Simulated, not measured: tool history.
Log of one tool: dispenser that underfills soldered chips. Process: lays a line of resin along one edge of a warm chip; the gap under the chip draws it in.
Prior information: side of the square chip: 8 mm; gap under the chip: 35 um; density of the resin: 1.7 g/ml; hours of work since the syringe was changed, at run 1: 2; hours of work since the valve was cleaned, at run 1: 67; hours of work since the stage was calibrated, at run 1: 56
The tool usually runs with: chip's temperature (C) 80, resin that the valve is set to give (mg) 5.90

run   hour  chip's temperature (C)  resin that the valve is set to give (mg)  hours of work since the syringe was changed  hours of work since the valve was cleaned  hours of work since the stage was calibrated  time until the resin shows at the far edge (s)  resin that the valve gave (mg)
  1    0.0                      80                                      5.90                                            2                                         67                                            56                                            84.1                            5.76
       6.3  -- new syringe of resin
  2    6.3                      80                                      5.90                                            0                                         71                                            60                                            75.9                            5.75
  3   11.1                      80                                      5.90                                            3                                         74                                            64                                            90.4                            5.75
      15.1  -- new syringe of resin
  4   16.5                      80                                      5.90                                            1                                         78                                            68                                            79.5                            5.69
  5   20.3                      80                                      5.90                                            4                                         81                                            70                                            90.5                            5.70
      22.3  -- dispensing valve cleaned and set on the balance
      24.9  -- new syringe of resin
  6   25.1                      80                                      5.90                                            0                                          2                                            73                                            75.9                            5.89
  7   28.6                      80                                      7.06                                            3                                          4                                            75                                            83.8                            7.05
  8   31.8                      68                                      5.90                                            5                                          7                                            78                                           174.1                            5.84
      33.5  -- new syringe of resin
  9   38.0                      68                                      5.90                                            3                                         11                                            82                                           161.0                            5.88
 10   41.2                      68                                      5.90                                            6                                         13                                            84                                           184.2                            5.86
      42.0  -- new syringe of resin
 11   45.0                      80                                      6.36                                            2                                         16                                            87                                            83.4                            6.31
 12   47.9                      80                                      6.36                                            4                                         18                                            89                                            92.7                            6.34
      50.9  -- new syringe of resin
 13   54.0                      80                                      6.36                                            2                                         22                                            93                                            83.6                            6.32
      59.6  -- new syringe of resin
 14   60.3                      80                                      6.36                                            1                                         26                                            97                                            75.8                            6.33
 15   63.1                      94                                      6.87                                            3                                         28                                            99                                            43.3                            6.80
 16   66.4                      89                                      6.28                                            5                                         31                                           102                                            61.5                            6.18
      68.2  -- new syringe of resin
 17   72.8                      67                                      6.18                                            3                                         35                                           106                                           168.8                            6.10
      77.0  -- new syringe of resin
 18   77.1                      71                                      5.10                                            0                                         38                                           109                                           122.2                            5.03
 19   81.0                      81                                      5.04                                            3                                         41                                           112                                            85.0                            4.96
      85.7  -- new syringe of resin
 20   86.8                      69                                      5.90                                            1                                         45                                           116                                           137.6                            5.81
 21   92.6                      69                                      6.78                                            5                                         49                                           120                                           164.7                            6.67
      94.1  -- new syringe of resin
 22   96.5                      69                                      5.98                                            2                                         52                                           123                                           138.4                            5.89
 23   99.9                      84                                      6.60                                            4                                         54                                           125                                            73.1                            6.46
     102.6  -- new syringe of resin
 24  103.5                      84                                      6.60                                            1                                         56                                           127                                            62.1                            6.47
 25  107.9                      84                                      5.11                                            4                                         60                                           131                                            76.3                            4.97

Across each entry between runs, compare the hidden state at the last listed run before it with the hidden state at the first listed run after it:
Runs 1 to 2: new syringe of resin (hour 6.3)
  resin's viscosity, % of fresh resin's: 109.7 -> 100.1; dose that the valve gives, % of what is set: 97.41 -> 97.24; true chip temperature over the reading, C: -0.26 -> -0.24
  measured less the result without the state, time until the resin shows at the far edge (s): +8.7 -> +1.2; resin that the valve gave (mg): -0.15 -> -0.16
Runs 3 to 4: new syringe of resin (hour 15.1)
  resin's viscosity, % of fresh resin's: 118.4 -> 104.7; dose that the valve gives, % of what is set: 97.1 -> 96.97; true chip temperature over the reading, C: -0.23 -> -0.22
  measured less the result without the state, time until the resin shows at the far edge (s): +15.3 -> +4.7; resin that the valve gave (mg): -0.17 -> -0.18
Runs 5 to 6: dispensing valve cleaned and set on the balance (hour 22.3); new syringe of resin (hour 24.9)
  resin's viscosity, % of fresh resin's: 119.4 -> 100.5; dose that the valve gives, % of what is set: 96.87 -> 100
  measured less the result without the state, time until the resin shows at the far edge (s): +15.8 -> +1.1; resin that the valve gave (mg): -0.19 -> +0.00
Runs 8 to 9: new syringe of resin (hour 33.5)
  resin's viscosity, % of fresh resin's: 127.1 -> 117.1; dose that the valve gives, % of what is set: 99.8 -> 99.65; true chip temperature over the reading, C: -0.19 -> -0.18
  measured less the result without the state, time until the resin shows at the far edge (s): +38.4 -> +24.8; resin that the valve gave (mg): -0.01 -> -0.02
Runs 10 to 11: new syringe of resin (hour 42.0)
  resin's viscosity, % of fresh resin's: 131 -> 111.8; dose that the valve gives, % of what is set: 99.56 -> 99.47; true chip temperature over the reading, C: -0.17 -> -0.16
  measured less the result without the state, time until the resin shows at the far edge (s): +44.9 -> +9.5; resin that the valve gave (mg): -0.02 -> -0.04
Runs 12 to 13: new syringe of resin (hour 50.9)
  resin's viscosity, % of fresh resin's: 123.5 -> 111.7; dose that the valve gives, % of what is set: 99.4 -> 99.24; true chip temperature over the reading, C: -0.16 -> -0.14
  measured less the result without the state, time until the resin shows at the far edge (s): +18.2 -> +9.4; resin that the valve gave (mg): -0.04 -> -0.05
Runs 13 to 14: new syringe of resin (hour 59.6)
  resin's viscosity, % of fresh resin's: 111.7 -> 102.3; dose that the valve gives, % of what is set: 99.24 -> 99.07; true chip temperature over the reading, C: -0.14 -> -0.13
  measured less the result without the state, time until the resin shows at the far edge (s): +9.4 -> +2.3; resin that the valve gave (mg): -0.05 -> -0.06
Runs 16 to 17: new syringe of resin (hour 68.2)
  resin's viscosity, % of fresh resin's: 126.6 -> 117.7; dose that the valve gives, % of what is set: 98.9 -> 98.72; true chip temperature over the reading, C: -0.12 -> -0.1
  measured less the result without the state, time until the resin shows at the far edge (s): +13.2 -> +26.3; resin that the valve gave (mg): -0.07 -> -0.08
Runs 17 to 18: new syringe of resin (hour 77.0)
  resin's viscosity, % of fresh resin's: 117.7 -> 100.1; dose that the valve gives, % of what is set: 98.72 -> 98.61
  measured less the result without the state, time until the resin shows at the far edge (s): +26.3 -> +1.1; resin that the valve gave (mg): -0.08 -> -0.07
Runs 19 to 20: new syringe of resin (hour 85.7)
  resin's viscosity, % of fresh resin's: 114.7 -> 103.8; dose that the valve gives, % of what is set: 98.51 -> 98.35; true chip temperature over the reading, C: -0.09 -> -0.07
  measured less the result without the state, time until the resin shows at the far edge (s): +11.5 -> +5.9; resin that the valve gave (mg): -0.08 -> -0.09
Runs 21 to 22: new syringe of resin (hour 94.1)
  resin's viscosity, % of fresh resin's: 127.3 -> 107.2; dose that the valve gives, % of what is set: 98.18 -> 98.09
  measured less the result without the state, time until the resin shows at the far edge (s): +35.9 -> +9.9; resin that the valve gave (mg): -0.13 -> -0.11
Runs 23 to 24: new syringe of resin (hour 102.6)
  resin's viscosity, % of fresh resin's: 120.5 -> 103; dose that the valve gives, % of what is set: 97.99 -> 97.91; true chip temperature over the reading, C: -0.05 -> -0.04
  measured less the result without the state, time until the resin shows at the far edge (s): +12.7 -> +2.1; resin that the valve gave (mg): -0.13 -> -0.14
